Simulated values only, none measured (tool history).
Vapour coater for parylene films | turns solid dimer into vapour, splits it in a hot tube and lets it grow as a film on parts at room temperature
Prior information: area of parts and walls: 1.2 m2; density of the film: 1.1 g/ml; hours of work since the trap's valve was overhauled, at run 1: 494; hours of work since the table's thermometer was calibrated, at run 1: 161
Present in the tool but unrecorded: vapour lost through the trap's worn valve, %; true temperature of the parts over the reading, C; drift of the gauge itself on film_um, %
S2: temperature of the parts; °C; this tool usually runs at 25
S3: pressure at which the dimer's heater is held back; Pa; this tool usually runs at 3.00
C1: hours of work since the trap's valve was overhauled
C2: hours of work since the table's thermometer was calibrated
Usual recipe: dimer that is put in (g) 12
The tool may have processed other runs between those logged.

run 1 hour=0.0 | dimer_that_is_put_in_(g)=12 S2=25 S3=3.00 | C1=494 C2=161 | thickness_of_the_film_(µm)=6.45
run 2 hour=10.3 | dimer_that_is_put_in_(g)=12 S2=25 S3=3.00 | C1=498 C2=165 | thickness_of_the_film_(µm)=6.40
run 3 hour=18.0 | dimer_that_is_put_in_(g)=7 S2=25 S3=3.00 | C1=501 C2=168 | thickness_of_the_film_(µm)=3.63
run 4 hour=34.6 | dimer_that_is_put_in_(g)=7 S2=25 S3=3.00 | C1=508 C2=175 | thickness_of_the_film_(µm)=3.68
run 5 hour=53.1 | dimer_that_is_put_in_(g)=7 S2=25 S3=3.00 | C1=515 C2=182 | thickness_of_the_film_(µm)=3.68
run 6 hour=63.1 | dimer_that_is_put_in_(g)=7 S2=25 S3=3.00 | C1=519 C2=186 | thickness_of_the_film_(µm)=3.67
run 7 hour=78.2 | dimer_that_is_put_in_(g)=6 S2=25 S3=3.00 | C1=525 C2=192 | thickness_of_the_film_(µm)=3.13
run 8 hour=91.1 | dimer_that_is_put_in_(g)=6 S2=25 S3=3.00 | C1=531 C2=197 | thickness_of_the_film_(µm)=3.15
run 9 hour=99.4 | dimer_that_is_put_in_(g)=6 S2=17 S3=3.00 | C1=534 C2=201 | thickness_of_the_film_(µm)=3.87
run 10 hour=116.5 | dimer_that_is_put_in_(g)=6 S2=17 S3=3.00 | C1=541 C2=208 | thickness_of_the_film_(µm)=3.74
run 11 hour=131.4 | dimer_that_is_put_in_(g)=6 S2=17 S3=3.00 | C1=547 C2=214 | thickness_of_the_film_(µm)=3.80
run 12 hour=148.1 | dimer_that_is_put_in_(g)=6 S2=17 S3=7.60 | C1=553 C2=220 | thickness_of_the_film_(µm)=3.08
run 13 hour=162.0 | dimer_that_is_put_in_(g)=6 S2=17 S3=9.61 | C1=559 C2=226 | thickness_of_the_film_(µm)=2.89
run 14 hour=177.7 | dimer_that_is_put_in_(g)=6 S2=17 S3=9.61 | C1=565 C2=232 | thickness_of_the_film_(µm)=2.95
run 15 hour=196.4 | dimer_that_is_put_in_(g)=6 S2=17 S3=9.61 | C1=573 C2=240 | thickness_of_the_film_(µm)=2.94
run 16 hour=208.1 | dimer_that_is_put_in_(g)=19 S2=31 S3=8.97 | C1=577 C2=244 | thickness_of_the_film_(µm)=6.66
run 17 hour=216.6 | dimer_that_is_put_in_(g)=12 S2=25 S3=3.00 | C1=581 C2=248 | thickness_of_the_film_(µm)=6.20
run 18 hour=227.3 | dimer_that_is_put_in_(g)=17 S2=31 S3=6.82 | C1=585 C2=252 | thickness_of_the_film_(µm)=6.37
run 19 hour=239.4 | dimer_that_is_put_in_(g)=9 S2=25 S3=3.68 | C1=590 C2=257 | thickness_of_the_film_(µm)=4.48
-- hour=257.3 trap's valve overhauled
run 20 hour=259.3 | dimer_that_is_put_in_(g)=9 S2=25 S3=3.26 | C1=1 C2=263 | thickness_of_the_film_(µm)=5.07
run 21 hour=278.0 | dimer_that_is_put_in_(g)=14 S2=24 S3=3.00 | C1=8 C2=271 | thickness_of_the_film_(µm)=8.13
run 22 hour=289.5 | dimer_that_is_put_in_(g)=6 S2=19 S3=8.33 | C1=13 C2=275 | thickness_of_the_film_(µm)=3.08
run 23 hour=306.8 | dimer_that_is_put_in_(g)=15 S2=21 S3=3.00 | C1=20 C2=282 | thickness_of_the_film_(µm)=9.35
run 24 hour=325.5 | dimer_that_is_put_in_(g)=9 S2=17 S3=3.00 | C1=27 C2=290 | thickness_of_the_film_(µm)=6.07

What will run 25 give?
run 25 hour=337.2 | dimer_that_is_put_in_(g)=7 S2=23 S3=9.54 | C1=32 C2=294 | thickness_of_the_film_(µm)=?

{"run 25": {"thickness of the film (µm)": 3.22}}
Had the tool carried no hidden state, the very same run would have given thickness of the film (µm) 3.24.

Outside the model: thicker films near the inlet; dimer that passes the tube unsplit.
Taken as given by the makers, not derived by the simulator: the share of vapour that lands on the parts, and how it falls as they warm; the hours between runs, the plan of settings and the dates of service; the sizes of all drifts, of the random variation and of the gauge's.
